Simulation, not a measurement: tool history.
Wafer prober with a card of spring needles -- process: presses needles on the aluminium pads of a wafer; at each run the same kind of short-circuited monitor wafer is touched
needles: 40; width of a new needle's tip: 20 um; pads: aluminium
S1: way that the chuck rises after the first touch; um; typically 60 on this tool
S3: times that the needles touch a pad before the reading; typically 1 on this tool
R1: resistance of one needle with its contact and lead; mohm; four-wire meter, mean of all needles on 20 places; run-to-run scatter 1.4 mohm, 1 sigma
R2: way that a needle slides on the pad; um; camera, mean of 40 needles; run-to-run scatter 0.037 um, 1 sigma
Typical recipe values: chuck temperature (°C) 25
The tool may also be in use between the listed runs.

run 1 hour=0 | S1=60 chuck_temperature_(°C)=25 S3=1 | R1=133 R2=16.29
-- hour=11.2 tips cleaned on abrasive film
run 2 hour=11.5 | S1=60 chuck_temperature_(°C)=25 S3=3 | R1=131 R2=16.14
run 3 hour=20.3 | S1=60 chuck_temperature_(°C)=25 S3=3 | R1=132 R2=16.21
-- hour=23.6 tips cleaned on abrasive film
run 4 hour=28.9 | S1=75 chuck_temperature_(°C)=25 S3=1 | R1=126 R2=20.38
-- hour=36.1 tips cleaned on abrasive film
run 5 hour=36.6 | S1=63 chuck_temperature_(°C)=25 S3=1 | R1=129 R2=16.98
run 6 hour=45.8 | S1=63 chuck_temperature_(°C)=25 S3=1 | R1=133 R2=17.07
-- hour=49 tips cleaned on abrasive film
run 7 hour=57 | S1=63 chuck_temperature_(°C)=25 S3=1 | R1=132 R2=16.91
-- hour=61.8 tips cleaned on abrasive film
run 8 hour=62.7 | S1=60 chuck_temperature_(°C)=25 S3=1 | R1=129 R2=16.14
run 9 hour=70.2 | S1=60 chuck_temperature_(°C)=85 S3=1 | R1=143 R2=16.19
-- hour=74.4 tips cleaned on abrasive film
run 10 hour=75.2 | S1=60 chuck_temperature_(°C)=85 S3=1 | R1=142 R2=16.17
run 11 hour=82.2 | S1=60 chuck_temperature_(°C)=85 S3=1 | R1=141 R2=16.19
-- hour=87.1 tips cleaned on abrasive film
run 12 hour=90.6 | S1=60 chuck_temperature_(°C)=25 S3=2 | R1=134 R2=16.12
-- hour=100 tips cleaned on abrasive film
run 13 hour=101.3 | S1=60 chuck_temperature_(°C)=25 S3=2 | R1=134 R2=16.07
run 14 hour=112.1 | S1=60 chuck_temperature_(°C)=25 S3=2 | R1=130 R2=16.08
-- hour=113 tips cleaned on abrasive film
run 15 hour=121.2 | S1=60 chuck_temperature_(°C)=25 S3=2 | R1=133 R2=16.07
-- hour=126 tips cleaned on abrasive film
run 16 hour=127.5 | S1=60 chuck_temperature_(°C)=25 S3=2 | R1=130 R2=16.08
run 17 hour=134.6 | S1=60 chuck_temperature_(°C)=25 S3=2 | R1=132 R2=16.07
-- hour=139 tips cleaned on abrasive film
run 18 hour=141.9 | S1=63 chuck_temperature_(°C)=56 S3=2 | R1=136 R2=16.88
run 19 hour=150.3 | S1=63 chuck_temperature_(°C)=56 S3=2 | R1=134 R2=16.87
-- hour=151.9 tips cleaned on abrasive film
run 20 hour=160.2 | S1=63 chuck_temperature_(°C)=56 S3=2 | R1=138 R2=16.81
-- hour=164.7 tips cleaned on abrasive film
-- hour=171.3 height of the first contact set anew
run 21 hour=172.2 | S1=63 chuck_temperature_(°C)=56 S3=2 | R1=134 R2=16.85
-- hour=177.5 tips cleaned on abrasive film
run 22 hour=183 | S1=40 chuck_temperature_(°C)=113 S3=1 | R1=162 R2=10.67
-- hour=190.3 tips cleaned on abrasive film
run 23 hour=193.2 | S1=44 chuck_temperature_(°C)=25 S3=1 | R1=139 R2=11.73
-- hour=200.1 gauge calibrated
run 24 hour=201.9 | S1=44 chuck_temperature_(°C)=25 S3=1 | R1=138 R2=11.96
-- hour=203 tips cleaned on abrasive film
run 25 hour=208.9 | S1=44 chuck_temperature_(°C)=25 S3=1 | R1=139 R2=11.91
run 26 hour=214.7 | S1=69 chuck_temperature_(°C)=25 S3=1 | R1=127 R2=18.62
-- hour=215.7 tips cleaned on abrasive film
run 27 hour=221 | S1=69 chuck_temperature_(°C)=25 S3=1 | R1=128 R2=18.66
run 28 hour=226.1 | S1=69 chuck_temperature_(°C)=25 S3=1 | R1=130 R2=18.62
-- hour=228.2 tips cleaned on abrasive film
run 29 hour=231.5 | S1=69 chuck_temperature_(°C)=25 S3=1 | R1=129 R2=18.64
-- hour=241.3 tips cleaned on abrasive film
run 30 hour=241.6 | S1=60 chuck_temperature_(°C)=33 S3=3 | R1=133 R2=16.18
run 31 hour=250.6 | S1=60 chuck_temperature_(°C)=33 S3=3 | R1=132 R2=16.13
-- hour=254.2 tips cleaned on abrasive film
run 32 hour=259.8 | S1=60 chuck_temperature_(°C)=33 S3=3 | R1=132 R2=16.26
-- hour=267.3 tips cleaned on abrasive film
run 33 hour=269.3 | S1=49 chuck_temperature_(°C)=25 S3=1 | R1=137 R2=13.19

Each row is a separate what-if for the run after 33, all from the same tool condition, not one after another. Results?
run A hour=279.5 | S1=55 chuck_temperature_(°C)=48 S3=1 | R1=? R2=?
run B hour=279.5 | S1=43 chuck_temperature_(°C)=49 S3=1 | R1=? R2=?
run C hour=279.5 | S1=46 chuck_temperature_(°C)=79 S3=1 | R1=? R2=?
run D hour=279.5 | S1=60 chuck_temperature_(°C)=25 S3=1 | R1=? R2=?

run=A R1=138 R2=14.78
run=B R1=146 R2=11.62
run=C R1=149 R2=12.37
run=D R1=133 R2=16.18
Take away the tool's hidden state, keep each run's random variation, and the runs would have read:
run=A R1=137 R2=14.87
run=B R1=146 R2=11.7
run=C R1=149 R2=12.45
run=D R1=133 R2=16.29
